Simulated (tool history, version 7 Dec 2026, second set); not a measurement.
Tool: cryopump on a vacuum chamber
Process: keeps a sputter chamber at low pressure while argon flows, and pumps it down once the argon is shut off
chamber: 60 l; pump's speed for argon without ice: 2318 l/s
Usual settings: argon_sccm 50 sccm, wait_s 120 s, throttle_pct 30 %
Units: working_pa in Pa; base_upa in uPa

Run 1, hour 0.0: usual settings. Result: working_pa 0.1249 Pa, base_upa 1.59 uPa.
Run 2, hour 34.9: usual settings. Result: working_pa 0.1243 Pa, base_upa 1.63 uPa.
Run 3, hour 55.3: usual settings but wait_s 215 s. Result: working_pa 0.1256 Pa, base_upa 1.49 uPa.
Run 4, hour 82.1: usual settings but throttle_pct 40 %. Result: working_pa 0.0939 Pa, base_upa 1.72 uPa.
Run 5, hour 99.8: usual settings. Result: working_pa 0.1251 Pa, base_upa 1.67 uPa.
Run 6, hour 140.0: usual settings. Result: working_pa 0.1256 Pa, base_upa 1.72 uPa.
Run 7, hour 173.4: usual settings. Result: working_pa 0.1276 Pa, base_upa 1.78 uPa.
Run 8, hour 207.6: usual settings but wait_s 33 s. Result: working_pa 0.1260 Pa, base_upa 2.84 uPa.
Run 9, hour 238.3: usual settings but wait_s 32 s. Result: working_pa 0.1265 Pa, base_upa 2.89 uPa.
Run 10, hour 265.6: usual settings. Result: working_pa 0.1265 Pa, base_upa 1.79 uPa.
Run 11, hour 295.9: usual settings but throttle_pct 29 %. Result: working_pa 0.1310 Pa, base_upa 1.76 uPa.
Run 12, hour 328.5: usual settings but throttle_pct 29 %. Result: working_pa 0.1307 Pa, base_upa 1.79 uPa.
Run 13, hour 368.2: usual settings but wait_s 24 s. Result: working_pa 0.1294 Pa, base_upa 3.51 uPa.
Run 14, hour 395.8: usual settings but wait_s 24 s. Result: working_pa 0.1289 Pa, base_upa 3.40 uPa.
Run 15, hour 425.1: usual settings but wait_s 24 s. Result: working_pa 0.1274 Pa, base_upa 3.55 uPa.
Run 16, hour 456.2: usual settings but wait_s 24 s. Result: working_pa 0.1294 Pa, base_upa 3.58 uPa.
Run 17, hour 480.8: usual settings but wait_s 24 s. Result: working_pa 0.1280 Pa, base_upa 3.53 uPa.
Run 18, hour 523.0: usual settings but argon_sccm 35 sccm. Result: working_pa 0.0907 Pa, base_upa 1.88 uPa.
Run 19, hour 545.0: usual settings but argon_sccm 39 sccm, wait_s 23 s. Result: working_pa 0.1005 Pa, base_upa 3.77 uPa.
Run 20, hour 569.9: usual settings but argon_sccm 38 sccm, wait_s 69 s, throttle_pct 38 %. Result: working_pa 0.0804 Pa, base_upa 2.28 uPa.
Run 21, hour 593.1: usual settings but argon_sccm 38 sccm, wait_s 69 s, throttle_pct 38 %. Result: working_pa 0.0799 Pa, base_upa 2.27 uPa.
Run 22, hour 620.9: usual settings but argon_sccm 32 sccm, wait_s 126 s, throttle_pct 50 %. Result: working_pa 0.0530 Pa, base_upa 2.03 uPa.
Run 23, hour 647.4: usual settings but argon_sccm 43 sccm, wait_s 211 s, throttle_pct 57 %. Result: working_pa 0.0627 Pa, base_upa 1.87 uPa.
Run 24, hour 675.1: usual settings but argon_sccm 55 sccm. Result: working_pa 0.1444 Pa, base_upa 2.05 uPa.
Run 25, hour 711.1: usual settings but argon_sccm 80 sccm, throttle_pct 27 %. Result: working_pa 0.2324 Pa, base_upa 2.02 uPa.
Run 26, hour 742.9: usual settings but argon_sccm 63 sccm, wait_s 59 s, throttle_pct 44 %. Result: working_pa 0.1179 Pa, base_upa 2.56 uPa.
Run 27, hour 764.6: usual settings but throttle_pct 21 %. Result: working_pa 0.1849 Pa, base_upa 2.11 uPa.
Run 28, hour 785.3: usual settings but throttle_pct 21 %. Result: working_pa 0.1851 Pa, base_upa 2.17 uPa.
Run 29, hour 811.0: usual settings but throttle_pct 25 %. Result: working_pa 0.1586 Pa, base_upa 2.19 uPa.
Run 30, hour 842.2: usual settings but argon_sccm 71 sccm, wait_s 48 s, throttle_pct 18 %. Result: working_pa 0.3044 Pa, base_upa 2.82 uPa.
Run 31, hour 879.3: usual settings but argon_sccm 29 sccm, wait_s 76 s. Result: working_pa 0.0780 Pa, base_upa 2.55 uPa.
Run 32, hour 906.8: usual settings but argon_sccm 29 sccm, wait_s 76 s. Result: working_pa 0.0777 Pa, base_upa 2.48 uPa.
Run 33, hour 936.4: usual settings but argon_sccm 60 sccm, wait_s 295 s, throttle_pct 34 %. Result: working_pa 0.1455 Pa, base_upa 2.09 uPa.
Run 34, hour 966.8: usual settings but argon_sccm 51 sccm. Result: working_pa 0.1380 Pa, base_upa 2.31 uPa.

The same runs without the tool's hidden state, with the same run-to-run variation:
The hidden state here: pump's speed, % of a pump's without ice; cold plate's temperature, K; leak into the chamber, uPa l/s; drift of the gauge itself on working_pa, %; drift of the gauge itself on base_upa, %.
run  working_pa  base_upa
  1      0.1221      0.53
  2      0.1212      0.53
  3      0.1223      0.37
  4      0.0904      0.57
  5      0.1214      0.54
  6      0.1215      0.55
  7      0.1231      0.59
  8      0.1212      1.64
  9      0.1215      1.66
 10      0.1211      0.53
 11      0.1253      0.52
 12      0.1247      0.52
 13      0.1228      2.19
 14      0.1220      2.12
 15      0.1203      2.21
 16      0.1218      2.20
 17      0.1202      2.17
 18      0.0848      0.50
 19      0.0938      2.32
 20      0.0736      0.84
 21      0.0729      0.81
 22      0.0469      0.54
 23      0.0543      0.36
 24      0.1332      0.53
 25      0.2154      0.51
 26      0.1039      0.97
 27      0.1734      0.53
 28      0.1734      0.55
 29      0.1464      0.55
 30      0.2867      1.17
 31      0.0704      0.79
 32      0.0698      0.78
 33      0.1288      0.31
 34      0.1233      0.54

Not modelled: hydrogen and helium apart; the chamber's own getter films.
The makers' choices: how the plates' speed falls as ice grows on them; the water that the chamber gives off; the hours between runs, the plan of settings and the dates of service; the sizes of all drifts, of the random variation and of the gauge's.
